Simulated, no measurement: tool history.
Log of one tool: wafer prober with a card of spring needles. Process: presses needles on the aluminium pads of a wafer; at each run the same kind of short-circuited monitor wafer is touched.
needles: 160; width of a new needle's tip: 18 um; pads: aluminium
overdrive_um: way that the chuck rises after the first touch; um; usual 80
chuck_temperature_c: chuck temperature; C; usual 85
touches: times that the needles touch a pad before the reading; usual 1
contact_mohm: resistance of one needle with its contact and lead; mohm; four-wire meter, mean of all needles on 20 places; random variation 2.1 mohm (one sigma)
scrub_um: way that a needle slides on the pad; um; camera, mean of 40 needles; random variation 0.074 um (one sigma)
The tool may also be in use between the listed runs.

run   hour  overdrive_um  chuck_temperature_c  touches  contact_mohm  scrub_um
  1    0.0            80                   85        1           251     14.09
  2   12.7            80                   85        1           258     14.06
  3   25.2            80                   85        1           292     14.01
  4   48.7            80                   62        1           285     14.08
  5   61.7            80                   62        1           328     13.91
  6   71.8            80                   62        1           250     13.82
  7   88.0            80                   62        1           414     13.88
  8  106.4            80                   62        1           387     14.73
  9  120.9            69                   62        1           343     12.59
 10  138.4            69                   62        1           322     12.58
 11  163.1            77                   85        2           326     13.92
 12  179.9            92                  120        1           327     16.67
 13  196.1            80                  113        1           311     14.31
 14  219.1            80                   93        2           268     14.32
 15  239.5            80                   29        3           277     14.31
 16  261.6            64                   29        2           353     11.29
 17  279.4            80                   81        1           323     14.26
 18  294.1            80                   81        1           414     14.12
 19  304.5            80                   81        1           386     14.22

Not shown: 52 entries that the log had between the listed runs. Between which runs, and how does the tool's hidden state differ before and after?
Between runs 1 and 2: tips cleaned on abrasive film (hour 6.4); tips cleaned on abrasive film (hour 12.7)
  debris on the tips, nm: 9.5 -> 12.7; way that the needles fall short of the set height, um: 3.55 -> 3.73; tips' diameter, um: 20.99 -> 21.05
  measured less the result without the state, contact_mohm: +17 -> +22 mohm; scrub_um: -0.65 -> -0.68 um
Between runs 2 and 3: tips cleaned on abrasive film (hour 18.4); tips cleaned on abrasive film (hour 24.6)
  debris on the tips, nm: 12.7 -> 33.6; way that the needles fall short of the set height, um: 3.73 -> 3.9; tips' diameter, um: 21.05 -> 21.11
  measured less the result without the state, contact_mohm: +22 -> +53 mohm; scrub_um: -0.68 -> -0.72 um
Between runs 3 and 4: tips cleaned on abrasive film (hour 30.1); tips cleaned on abrasive film (hour 36.2); tips cleaned on abrasive film (hour 41.3); tips cleaned on abrasive film (hour 47.5)
  debris on the tips, nm: 33.6 -> 35.4; way that the needles fall short of the set height, um: 3.9 -> 4.21; tips' diameter, um: 21.11 -> 21.22
  measured less the result without the state, contact_mohm: +53 -> +58 mohm; scrub_um: -0.72 -> -0.78 um
Between runs 4 and 5: tips cleaned on abrasive film (hour 53.6); tips cleaned on abrasive film (hour 59.7)
  debris on the tips, nm: 35.4 -> 64.4; way that the needles fall short of the set height, um: 4.21 -> 4.38; tips' diameter, um: 21.22 -> 21.28
  measured less the result without the state, contact_mohm: +58 -> +102 mohm; scrub_um: -0.78 -> -0.81 um
Between runs 5 and 6: tips cleaned on abrasive film (hour 65.6); tips cleaned on abrasive film (hour 71.7)
  debris on the tips, nm: 64.4 -> 11.5; way that the needles fall short of the set height, um: 4.38 -> 4.57; tips' diameter, um: 21.28 -> 21.34
  measured less the result without the state, contact_mohm: +102 -> +22 mohm; scrub_um: -0.81 -> -0.84 um
Between runs 6 and 7: tips cleaned on abrasive film (hour 76.9); tips cleaned on abrasive film (hour 83.1)
  debris on the tips, nm: 11.5 -> 115.2; way that the needles fall short of the set height, um: 4.57 -> 4.77; tips' diameter, um: 21.34 -> 21.41
  measured less the result without the state, contact_mohm: +22 -> +186 mohm; scrub_um: -0.84 -> -0.88 um
Between runs 7 and 8: tips cleaned on abrasive film (hour 89.4); height of the first contact set anew (hour 90.9); tips cleaned on abrasive film (hour 96.0); tips cleaned on abrasive film (hour 102.1)
  debris on the tips, nm: 115.2 -> 107.5; way that the needles fall short of the set height, um: 4.77 -> 0.19; tips' diameter, um: 21.41 -> 21.5
  measured less the result without the state, contact_mohm: +186 -> +157 mohm; scrub_um: -0.88 -> -0.04 um
Between runs 8 and 9: tips cleaned on abrasive film (hour 107.7); tips cleaned on abrasive film (hour 113.9); tips cleaned on abrasive film (hour 119.0)
  debris on the tips, nm: 107.5 -> 59.8; way that the needles fall short of the set height, um: 0.19 -> 0.45; tips' diameter, um: 21.5 -> 21.59
  measured less the result without the state, contact_mohm: +157 -> +115 mohm; scrub_um: -0.04 -> -0.08 um
Between runs 9 and 10: tips cleaned on abrasive film (hour 124.6); tips cleaned on abrasive film (hour 130.8); tips cleaned on abrasive film (hour 136.9)
  debris on the tips, nm: 59.8 -> 44.7; way that the needles fall short of the set height, um: 0.45 -> 0.75; tips' diameter, um: 21.59 -> 21.7
  measured less the result without the state, contact_mohm: +115 -> +90 mohm; scrub_um: -0.08 -> -0.14 um
Between runs 10 and 11: tips cleaned on abrasive film (hour 142.1); tips cleaned on abrasive film (hour 147.2); tips cleaned on abrasive film (hour 153.3); tips cleaned on abrasive film (hour 159.6)
  debris on the tips, nm: 44.7 -> 96.6; way that the needles fall short of the set height, um: 0.75 -> 1.09; tips' diameter, um: 21.7 -> 21.82
  measured less the result without the state, contact_mohm: +90 -> +93 mohm; scrub_um: -0.14 -> -0.20 um
Between runs 11 and 12: tips cleaned on abrasive film (hour 165.6); tips cleaned on abrasive film (hour 171.6); tips cleaned on abrasive film (hour 176.7)
  debris on the tips, nm: 96.6 -> 80.7; way that the needles fall short of the set height, um: 1.09 -> 1.32; tips' diameter, um: 21.82 -> 21.9
  measured less the result without the state, contact_mohm: +93 -> +88 mohm; scrub_um: -0.20 -> -0.24 um
Between runs 12 and 13: tips cleaned on abrasive film (hour 182.4); tips cleaned on abrasive film (hour 188.3); tips cleaned on abrasive film (hour 194.6)
  debris on the tips, nm: 80.7 -> 43.9; way that the needles fall short of the set height, um: 1.32 -> 1.63; tips' diameter, um: 21.9 -> 22.01
  measured less the result without the state, contact_mohm: +88 -> +66 mohm; scrub_um: -0.24 -> -0.30 um
Between runs 13 and 14: tips cleaned on abrasive film (hour 200.9); tips cleaned on abrasive film (hour 206.0); tips cleaned on abrasive film (hour 212.4); tips cleaned on abrasive film (hour 218.2)
  debris on the tips, nm: 43.9 -> 35.5; way that the needles fall short of the set height, um: 1.63 -> 1.99; tips' diameter, um: 22.01 -> 22.13
  measured less the result without the state, contact_mohm: +66 -> +35 mohm; scrub_um: -0.30 -> -0.37 um
Between runs 14 and 15: tips cleaned on abrasive film (hour 224.2); tips cleaned on abrasive film (hour 230.4); tips cleaned on abrasive film (hour 236.4)
  debris on the tips, nm: 35.5 -> 87.1; way that the needles fall short of the set height, um: 1.99 -> 2.3; tips' diameter, um: 22.13 -> 22.24
  measured less the result without the state, contact_mohm: +35 -> +55 mohm; scrub_um: -0.37 -> -0.42 um
Between runs 15 and 16: tips cleaned on abrasive film (hour 241.9); tips cleaned on abrasive film (hour 247.9); tips cleaned on abrasive film (hour 253.8); tips cleaned on abrasive film (hour 258.9)
  debris on the tips, nm: 87.1 -> 78.9; way that the needles fall short of the set height, um: 2.3 -> 2.64; tips' diameter, um: 22.24 -> 22.36
  measured less the result without the state, contact_mohm: +55 -> +129 mohm; scrub_um: -0.42 -> -0.48 um
Between runs 16 and 17: tips cleaned on abrasive film (hour 265.2); tips cleaned on abrasive film (hour 271.6); tips cleaned on abrasive film (hour 277.8)
  debris on the tips, nm: 78.9 -> 51.1; way that the needles fall short of the set height, um: 2.64 -> 2.92; tips' diameter, um: 22.36 -> 22.46
  measured less the result without the state, contact_mohm: +129 -> +86 mohm; scrub_um: -0.48 -> -0.54 um
Between runs 17 and 18: tips cleaned on abrasive film (hour 283.2); tips cleaned on abrasive film (hour 289.6)
  debris on the tips, nm: 51.1 -> 110.1; way that the needles fall short of the set height, um: 2.92 -> 3.06; tips' diameter, um: 22.46 -> 22.51
  measured less the result without the state, contact_mohm: +86 -> +180 mohm; scrub_um: -0.54 -> -0.56 um
Between runs 18 and 19: tips cleaned on abrasive film (hour 295.4); tips cleaned on abrasive film (hour 300.5)
  debris on the tips, nm: 110.1 -> 91.7; way that the needles fall short of the set height, um: 3.06 -> 3.21; tips' diameter, um: 22.51 -> 22.56
  measured less the result without the state, contact_mohm: +180 -> +152 mohm; scrub_um: -0.56 -> -0.60 um
